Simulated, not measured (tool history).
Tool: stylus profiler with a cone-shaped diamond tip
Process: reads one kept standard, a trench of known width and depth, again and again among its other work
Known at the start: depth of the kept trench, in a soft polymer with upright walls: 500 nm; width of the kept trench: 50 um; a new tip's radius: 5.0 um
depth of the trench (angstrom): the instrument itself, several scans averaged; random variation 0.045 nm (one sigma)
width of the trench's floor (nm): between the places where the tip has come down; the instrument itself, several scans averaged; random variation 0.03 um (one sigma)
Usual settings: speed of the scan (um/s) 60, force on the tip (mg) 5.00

run,hour,speed of the scan (um/s),force on the tip (mg),depth of the trench (angstrom),width of the trench's floor (nm)
1,0.0,60,5.00,5130.1,45490
2,17.3,60,5.00,5132.1,45470
3,31.2,60,5.00,5130.8,45470
4,42.4,60,3.88,5110.3,45440
5,54.4,60,8.68,5189.0,45570
6,65.8,60,5.00,5131.0,45520
7,75.1,60,5.00,5130.3,45500
8,84.3,60,5.00,5131.4,45560
9,96.1,60,5.00,5131.2,45550
10,113.7,60,3.59,5103.8,45470
11,126.8,60,3.59,5105.2,45490
12,134.6,60,5.00,5130.6,45520
13,150.7,60,5.00,5130.8,45510
14,167.8,60,5.00,5130.1,45520
15,178.8,60,5.00,5131.4,45520
16,192.1,60,5.00,5130.2,45500
17,206.8,60,5.00,5131.2,45510
18,224.9,60,5.00,5130.8,45520
19,242.3,60,5.00,5130.7,45530
20,260.0,60,5.00,5130.8,45440
21,268.3,60,3.96,5111.9,45560
22,285.8,60,3.96,5112.7,45490
23,294.2,27,12.74,5245.1,45630
24,301.7,124,6.69,5159.0,45380
25,318.2,124,6.69,5159.5,45410
26,331.7,27,4.63,5124.6,45590
27,339.9,161,4.66,5124.8,45300
28,355.2,60,12.28,5238.4,45540
29,370.3,192,5.43,5138.0,45190
30,386.4,192,5.43,5137.9,45260
31,399.5,26,6.04,5148.7,45530
32,410.6,26,6.04,5149.2,45550
33,418.7,62,3.30,5099.4,45510
34,431.7,57,2.24,5076.1,45480
35,445.7,126,2.07,5072.3,45190
36,461.8,217,10.50,5215.8,45350
37,469.4,23,5.00,5130.8,45590
38,479.3,65,8.40,5185.7,45520
39,495.1,65,8.40,5186.2,45570
40,505.2,65,8.40,5185.0,45550
41,518.3,49,10.86,5220.1,45600
42,532.5,31,10.86,5220.0,45600
43,549.6,197,8.40,5185.1,45320

Forecast each of these 4 alternatives for the next run:
A,560.6,28,8.40,?,?
B,560.6,52,1.80,?,?
C,560.6,60,8.73,?,?
D,560.6,53,3.54,?,?

run,depth of the trench (angstrom),width of the trench's floor (nm)
A,5185.0,45600
B,5066.4,45500
C,5190.3,45500
D,5102.7,45520
Without the tool's hidden state the same runs would have given:
run,depth of the trench (angstrom),width of the trench's floor (nm)
A,5185.0,45600
B,5066.4,45500
C,5190.3,45510
D,5102.8,45530
